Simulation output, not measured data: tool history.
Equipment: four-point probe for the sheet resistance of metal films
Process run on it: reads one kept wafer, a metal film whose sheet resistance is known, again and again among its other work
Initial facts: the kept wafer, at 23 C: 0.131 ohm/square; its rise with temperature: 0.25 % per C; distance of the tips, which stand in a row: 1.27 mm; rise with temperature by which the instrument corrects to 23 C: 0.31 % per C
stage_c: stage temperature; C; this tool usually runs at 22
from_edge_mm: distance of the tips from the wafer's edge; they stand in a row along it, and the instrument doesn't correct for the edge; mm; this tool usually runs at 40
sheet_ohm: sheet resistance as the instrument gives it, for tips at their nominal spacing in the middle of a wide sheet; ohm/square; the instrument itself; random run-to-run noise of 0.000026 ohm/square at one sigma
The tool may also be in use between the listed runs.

run 1 hour=0 | stage_c=22 from_edge_mm=40 | sheet_ohm=0.131146
run 2 hour=51.9 | stage_c=22 from_edge_mm=23 | sheet_ohm=0.131264
run 3 hour=99.6 | stage_c=22 from_edge_mm=23 | sheet_ohm=0.131275
run 4 hour=142.9 | stage_c=22 from_edge_mm=23 | sheet_ohm=0.13126
run 5 hour=185.4 | stage_c=22 from_edge_mm=40 | sheet_ohm=0.13114
run 6 hour=229.6 | stage_c=22 from_edge_mm=40 | sheet_ohm=0.13113
run 7 hour=289.1 | stage_c=22 from_edge_mm=40 | sheet_ohm=0.131144
run 8 hour=352.6 | stage_c=22 from_edge_mm=3 | sheet_ohm=0.14254
run 9 hour=401.8 | stage_c=22 from_edge_mm=3 | sheet_ohm=0.142516
run 10 hour=441.2 | stage_c=22 from_edge_mm=3 | sheet_ohm=0.142508
run 11 hour=472.5 | stage_c=22 from_edge_mm=3 | sheet_ohm=0.14252
run 12 hour=502.4 | stage_c=22 from_edge_mm=3 | sheet_ohm=0.142559
run 13 hour=556 | stage_c=22 from_edge_mm=3 | sheet_ohm=0.142484
run 14 hour=599.9 | stage_c=22 from_edge_mm=3 | sheet_ohm=0.142519
run 15 hour=662.4 | stage_c=21 from_edge_mm=40 | sheet_ohm=0.13122
run 16 hour=710.1 | stage_c=22 from_edge_mm=40 | sheet_ohm=0.131139
run 17 hour=752 | stage_c=27 from_edge_mm=40 | sheet_ohm=0.130762
run 18 hour=786 | stage_c=22 from_edge_mm=40 | sheet_ohm=0.131154
run 19 hour=831.8 | stage_c=22 from_edge_mm=40 | sheet_ohm=0.131119
run 20 hour=889.1 | stage_c=22 from_edge_mm=40 | sheet_ohm=0.131189
run 21 hour=932.7 | stage_c=22 from_edge_mm=40 | sheet_ohm=0.131133
run 22 hour=982.3 | stage_c=22 from_edge_mm=40 | sheet_ohm=0.131118
run 23 hour=1041 | stage_c=20 from_edge_mm=49 | sheet_ohm=0.131299
run 24 hour=1104.2 | stage_c=29 from_edge_mm=45 | sheet_ohm=0.130589
run 25 hour=1136.4 | stage_c=26 from_edge_mm=34 | sheet_ohm=0.130845
run 26 hour=1176.6 | stage_c=26 from_edge_mm=34 | sheet_ohm=0.130895
run 27 hour=1212.6 | stage_c=26 from_edge_mm=34 | sheet_ohm=0.13086
run 28 hour=1259.9 | stage_c=26 from_edge_mm=34 | sheet_ohm=0.130843
run 29 hour=1287 | stage_c=26 from_edge_mm=34 | sheet_ohm=0.130838
run 30 hour=1349.2 | stage_c=31 from_edge_mm=8 | sheet_ohm=0.132204
run 31 hour=1395.5 | stage_c=31 from_edge_mm=8 | sheet_ohm=0.132155
run 32 hour=1458.2 | stage_c=18 from_edge_mm=4 | sheet_ohm=0.138154
run 33 hour=1502.2 | stage_c=33 from_edge_mm=4 | sheet_ohm=0.136955
run 34 hour=1554.9 | stage_c=33 from_edge_mm=40 | sheet_ohm=0.130293
run 35 hour=1591.5 | stage_c=21 from_edge_mm=44 | sheet_ohm=0.131203
run 36 hour=1621.4 | stage_c=20 from_edge_mm=40 | sheet_ohm=0.131297
run 37 hour=1677.9 | stage_c=29 from_edge_mm=40 | sheet_ohm=0.130634
run 38 hour=1738.6 | stage_c=29 from_edge_mm=40 | sheet_ohm=0.130588
run 39 hour=1780.4 | stage_c=29 from_edge_mm=40 | sheet_ohm=0.130637
run 40 hour=1840.8 | stage_c=33 from_edge_mm=34 | sheet_ohm=0.130318
run 41 hour=1883.3 | stage_c=30 from_edge_mm=12 | sheet_ohm=0.131319
run 42 hour=1926.4 | stage_c=24 from_edge_mm=36 | sheet_ohm=0.131047
run 43 hour=1956 | stage_c=23 from_edge_mm=47 | sheet_ohm=0.131021
run 44 hour=1997.4 | stage_c=20 from_edge_mm=4 | sheet_ohm=0.137979

Not shown: 1 entry that the log had between the listed runs. Between which runs, and how does the tool's hidden state differ before and after?
Between runs 17 and 18: new probe head fitted (hour 782.1)
  inner tips' distance over the nominal, %: -0.014 -> 0; tips' flats over new ones', %: 1 -> 0
